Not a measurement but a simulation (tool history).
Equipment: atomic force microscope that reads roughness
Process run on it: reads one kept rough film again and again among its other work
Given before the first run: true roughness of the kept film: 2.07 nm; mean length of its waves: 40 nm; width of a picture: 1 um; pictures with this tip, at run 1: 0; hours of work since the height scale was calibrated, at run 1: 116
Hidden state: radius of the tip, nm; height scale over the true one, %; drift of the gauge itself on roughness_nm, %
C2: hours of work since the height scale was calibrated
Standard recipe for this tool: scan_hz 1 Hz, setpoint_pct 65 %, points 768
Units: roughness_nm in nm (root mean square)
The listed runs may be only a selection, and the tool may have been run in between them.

run 1 day=0 | scan_hz=1 setpoint_pct=65 points=768 | pictures_with_this_tip=0 C2=116 | roughness_nm=1.935
run 2 day=0.258 | scan_hz=1 setpoint_pct=86 points=768 | pictures_with_this_tip=9 C2=120 | roughness_nm=1.774
run 3 day=0.608 | scan_hz=1 setpoint_pct=65 points=444 | pictures_with_this_tip=22 C2=126 | roughness_nm=1.879
run 4 day=0.975 | scan_hz=1 setpoint_pct=65 points=444 | pictures_with_this_tip=35 C2=132 | roughness_nm=1.868
run 5 day=1.446 | scan_hz=1 setpoint_pct=65 points=444 | pictures_with_this_tip=52 C2=139 | roughness_nm=1.861
run 6 day=1.733 | scan_hz=1 setpoint_pct=65 points=267 | pictures_with_this_tip=63 C2=144 | roughness_nm=1.828
run 7 day=2.104 | scan_hz=1 setpoint_pct=65 points=267 | pictures_with_this_tip=77 C2=150 | roughness_nm=1.801
run 8 day=2.35 | scan_hz=1 setpoint_pct=59 points=768 | pictures_with_this_tip=86 C2=154 | roughness_nm=1.826
run 9 day=2.754 | scan_hz=1 setpoint_pct=59 points=768 | pictures_with_this_tip=101 C2=161 | roughness_nm=1.815
run 10 day=3.229 | scan_hz=1 setpoint_pct=59 points=768 | pictures_with_this_tip=118 C2=168 | roughness_nm=1.779
run 11 day=3.754 | scan_hz=1 setpoint_pct=74 points=768 | pictures_with_this_tip=137 C2=177 | roughness_nm=1.691
run 12 day=4.192 | scan_hz=1 setpoint_pct=74 points=768 | pictures_with_this_tip=153 C2=184 | roughness_nm=1.677
run 13 day=4.438 | scan_hz=1 setpoint_pct=74 points=768 | pictures_with_this_tip=162 C2=188 | roughness_nm=1.675
-- day=4.583 new tip fitted
run 14 day=5.033 | scan_hz=1 setpoint_pct=74 points=768 | pictures_with_this_tip=16 C2=198 | roughness_nm=1.861
run 15 day=5.412 | scan_hz=1 setpoint_pct=74 points=681 | pictures_with_this_tip=30 C2=204 | roughness_nm=1.843
run 16 day=5.821 | scan_hz=1 setpoint_pct=65 points=768 | pictures_with_this_tip=45 C2=210 | roughness_nm=1.863
run 17 day=6.396 | scan_hz=1 setpoint_pct=65 points=768 | pictures_with_this_tip=66 C2=220 | roughness_nm=1.845
run 18 day=6.912 | scan_hz=0.74 setpoint_pct=76 points=351 | pictures_with_this_tip=85 C2=228 | roughness_nm=1.78
run 19 day=7.304 | scan_hz=1.47 setpoint_pct=61 points=333 | pictures_with_this_tip=99 C2=235 | roughness_nm=1.774
run 20 day=7.667 | scan_hz=1.47 setpoint_pct=61 points=333 | pictures_with_this_tip=113 C2=241 | roughness_nm=1.756
run 21 day=8.158 | scan_hz=1.6 setpoint_pct=81 points=768 | pictures_with_this_tip=131 C2=249 | roughness_nm=1.58
-- day=8.254 height scale calibrated on a step standard
run 22 day=8.588 | scan_hz=2.67 setpoint_pct=58 points=621 | pictures_with_this_tip=145 C2=5 | roughness_nm=1.687
run 23 day=8.958 | scan_hz=0.7 setpoint_pct=58 points=899 | pictures_with_this_tip=159 C2=11 | roughness_nm=1.751
-- day=9.238 new tip fitted
run 24 day=9.383 | scan_hz=0.7 setpoint_pct=58 points=899 | pictures_with_this_tip=5 C2=18 | roughness_nm=1.955
run 25 day=9.796 | scan_hz=0.7 setpoint_pct=66 points=741 | pictures_with_this_tip=20 C2=25 | roughness_nm=1.905
run 26 day=10.217 | scan_hz=0.7 setpoint_pct=61 points=741 | pictures_with_this_tip=36 C2=32 | roughness_nm=1.921
run 27 day=10.542 | scan_hz=3.37 setpoint_pct=73 points=347 | pictures_with_this_tip=48 C2=37 | roughness_nm=1.599
run 28 day=10.908 | scan_hz=3.37 setpoint_pct=73 points=347 | pictures_with_this_tip=61 C2=43 | roughness_nm=1.593
-- day=11.421 height scale calibrated on a step standard, once more
run 29 day=11.421 | scan_hz=3.37 setpoint_pct=73 points=347 | pictures_with_this_tip=79 C2=0 | roughness_nm=1.548
run 30 day=11.983 | scan_hz=3.37 setpoint_pct=73 points=347 | pictures_with_this_tip=99 C2=9 | roughness_nm=1.539
run 31 day=12.442 | scan_hz=1 setpoint_pct=63 points=504 | pictures_with_this_tip=116 C2=17 | roughness_nm=1.783

Predict the results of run 32:
run 32 day=12.938 | scan_hz=2.84 setpoint_pct=75 points=570 | pictures_with_this_tip=134 C2=25 | roughness_nm=?

roughness_nm: 1.506 nm (root mean square)
Take away the tool's hidden state, keep the run-to-run variation as it was, and the same run would have given roughness_nm 1.664 nm (root mean square).
